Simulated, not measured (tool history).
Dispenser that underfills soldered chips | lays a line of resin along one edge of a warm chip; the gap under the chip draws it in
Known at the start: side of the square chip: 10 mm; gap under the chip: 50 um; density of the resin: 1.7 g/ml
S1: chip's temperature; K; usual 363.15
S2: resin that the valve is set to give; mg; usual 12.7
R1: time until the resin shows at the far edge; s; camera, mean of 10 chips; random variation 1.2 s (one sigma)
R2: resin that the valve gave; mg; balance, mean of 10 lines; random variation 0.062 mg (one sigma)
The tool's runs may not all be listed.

Run 1, day 0: usual settings. Result: R1 149.2 s, R2 12.04 mg.
Run 2, day 0.208: usual settings but S2 12.3 mg. Result: R1 127.5 s, R2 11.63 mg.
Run 3, day 0.321: usual settings but S2 15.2 mg. Result: R1 135.7 s, R2 14.42 mg.
Run 4, day 0.492: usual settings but S2 15.2 mg. Result: R1 150.2 s, R2 14.35 mg.
Run 5, day 0.642: usual settings but S2 15.2 mg. Result: R1 122.7 s, R2 14.32 mg.
Run 6, day 0.796: usual settings but S2 15.2 mg. Result: R1 135.7 s, R2 14.39 mg.
Run 7, day 1.025: usual settings but S2 15.2 mg. Result: R1 159.3 s, R2 14.27 mg.
Run 8, day 1.167: usual settings but S2 12.1 mg. Result: R1 139.8 s, R2 11.38 mg.
Run 9, day 1.262: usual settings but S2 12.1 mg. Result: R1 148.7 s, R2 11.28 mg.
Run 10, day 1.425: usual settings but S2 12.1 mg. Result: R1 163.7 s, R2 11.34 mg.
Run 11, day 1.571: usual settings but S2 12.1 mg. Result: R1 136.2 s, R2 11.31 mg.
Run 12, day 1.762: usual settings but S2 16.4 mg. Result: R1 142.1 s, R2 16.44 mg.
Run 13, day 1.929: usual settings but S1 355.15 K. Result: R1 238.9 s, R2 12.57 mg.
Run 14, day 2.112: usual settings but S1 355.15 K. Result: R1 201.2 s, R2 12.65 mg.
Run 15, day 2.225: usual settings but S1 366.15 K. Result: R1 130.1 s, R2 12.53 mg.
Run 16, day 2.354: usual settings but S1 348.15 K, S2 11.4 mg. Result: R1 348 s, R2 11.2 mg.
Run 17, day 2.525: usual settings but S1 348.15 K, S2 11.4 mg. Result: R1 291.4 s, R2 11.3 mg.
Run 18, day 2.708: usual settings but S1 360.15 K, S2 15 mg. Result: R1 173.5 s, R2 14.73 mg.
Run 19, day 2.896: usual settings but S1 369.15 K, S2 13.1 mg. Result: R1 97.7 s, R2 12.86 mg.
Run 20, day 3.112: usual settings but S1 369.15 K. Result: R1 114.6 s, R2 12.46 mg.
Run 21, day 3.217: usual settings but S1 371.15 K. Result: R1 110.6 s, R2 12.56 mg.
Run 22, day 3.425: usual settings but S1 378.15 K, S2 12.5 mg. Result: R1 71.9 s, R2 12.34 mg.
Run 23, day 3.617: usual settings but S1 378.15 K, S2 12.5 mg. Result: R1 80.6 s, R2 12.18 mg.
Run 24, day 3.742: usual settings but S2 12.5 mg. Result: R1 128.6 s, R2 12.33 mg.
Run 25, day 3.929: usual settings but S2 12.5 mg. Result: R1 148 s, R2 12.25 mg.
Run 26, day 4.033: usual settings but S2 12.5 mg. Result: R1 158.3 s, R2 12.2 mg.
Run 27, day 4.238: usual settings but S1 357.15 K, S2 16 mg. Result: R1 174.2 s, R2 15.64 mg.
Run 28, day 4.371: usual settings but S1 357.15 K, S2 16 mg. Result: R1 188.3 s, R2 15.6 mg.
Run 29, day 4.504: usual settings but S1 357.15 K, S2 16 mg. Result: R1 203.8 s, R2 15.64 mg.
Run 30, day 4.721: usual settings but S1 357.15 K, S2 16 mg. Result: R1 178.1 s, R2 15.64 mg.

Taken out of this log: 12 entries between the listed runs. Where each belongs, and how the hidden state differs across it:
Between runs 1 and 2: new syringe of resin (day 0.192)
  resin's viscosity, % of fresh resin's: 118.7 -> 101.6; dose that the valve gives, % of what is set: 94.9 -> 94.77; true chip temperature over the reading, C: -0.74 -> -0.75
  measured less the result without the state, R1: +29 -> +7.7 s; R2: -0.65 -> -0.65 mg
Between runs 4 and 5: new syringe of resin (day 0.621)
  resin's viscosity, % of fresh resin's: 122.4 -> 100.5; dose that the valve gives, % of what is set: 94.59 -> 94.5; true chip temperature over the reading, C: -0.77 -> -0.78
  measured less the result without the state, R1: +32.3 -> +5.5 s; R2: -0.82 -> -0.84 mg
Between runs 7 and 8: new syringe of resin (day 1.054)
  resin's viscosity, % of fresh resin's: 129.3 -> 108.6; dose that the valve gives, % of what is set: 94.26 -> 94.18; true chip temperature over the reading, C: -0.8 -> -0.81
  measured less the result without the state, R1: +41 -> +17.5 s; R2: -0.87 -> -0.71 mg
Between runs 10 and 11: new syringe of resin (day 1.488)
  resin's viscosity, % of fresh resin's: 128.9 -> 106.4; dose that the valve gives, % of what is set: 94.02 -> 93.93
  measured less the result without the state, R1: +43.3 -> +14.9 s; R2: -0.72 -> -0.73 mg
Between runs 11 and 12: dispensing valve cleaned and set on the balance (day 1.65)
  resin's viscosity, % of fresh resin's: 106.4 -> 117.5; dose that the valve gives, % of what is set: 93.93 -> 99.51; true chip temperature over the reading, C: -0.83 -> -0.84
  measured less the result without the state, R1: +14.9 -> +25.9 s; R2: -0.73 -> -0.08 mg
Between runs 13 and 14: new syringe of resin (day 1.962)
  resin's viscosity, % of fresh resin's: 131.3 -> 110.2; dose that the valve gives, % of what is set: 99.39 -> 99.27; true chip temperature over the reading, C: -0.85 -> -0.86
  measured less the result without the state, R1: +64.5 -> +26.4 s; R2: -0.08 -> -0.09 mg
Between runs 16 and 17: new syringe of resin (day 2.404)
  resin's viscosity, % of fresh resin's: 129.3 -> 108.3; dose that the valve gives, % of what is set: 99.12 -> 99.02; true chip temperature over the reading, C: -0.88 -> -0.89
  measured less the result without the state, R1: +91.2 -> +34.8 s; R2: -0.1 -> -0.11 mg
Between runs 18 and 19: new syringe of resin (day 2.838)
  resin's viscosity, % of fresh resin's: 122.6 -> 103; dose that the valve gives, % of what is set: 98.91 -> 98.8; true chip temperature over the reading, C: -0.9 -> -0.91
  measured less the result without the state, R1: +37.9 -> +6.8 s; R2: -0.17 -> -0.16 mg
Between runs 21 and 22: new syringe of resin (day 3.271)
  resin's viscosity, % of fresh resin's: 127.3 -> 110.7; dose that the valve gives, % of what is set: 98.6 -> 98.49; true chip temperature over the reading, C: -0.93 -> -0.94
  measured less the result without the state, R1: +27.4 -> +9.6 s; R2: -0.18 -> -0.19 mg
Between runs 23 and 24: new syringe of resin (day 3.708)
  resin's viscosity, % of fresh resin's: 125.7 -> 102.4; dose that the valve gives, % of what is set: 98.36 -> 98.29; true chip temperature over the reading, C: -0.95 -> -0.96
  measured less the result without the state, R1: +19.2 -> +8.8 s; R2: -0.21 -> -0.22 mg
Between runs 26 and 27: new syringe of resin (day 4.15)
  resin's viscosity, % of fresh resin's: 124 -> 105.5; dose that the valve gives, % of what is set: 98.1 -> 97.98; true chip temperature over the reading, C: -0.98 -> -0.99
  measured less the result without the state, R1: +36.8 -> +16.9 s; R2: -0.23 -> -0.32 mg
Between runs 29 and 30: new syringe of resin (day 4.592)
  resin's viscosity, % of fresh resin's: 125.8 -> 110.6; dose that the valve gives, % of what is set: 97.81 -> 97.69; true chip temperature over the reading, C: -1 -> -1.02
  measured less the result without the state, R1: +49.6 -> +25 s; R2: -0.35 -> -0.37 mg
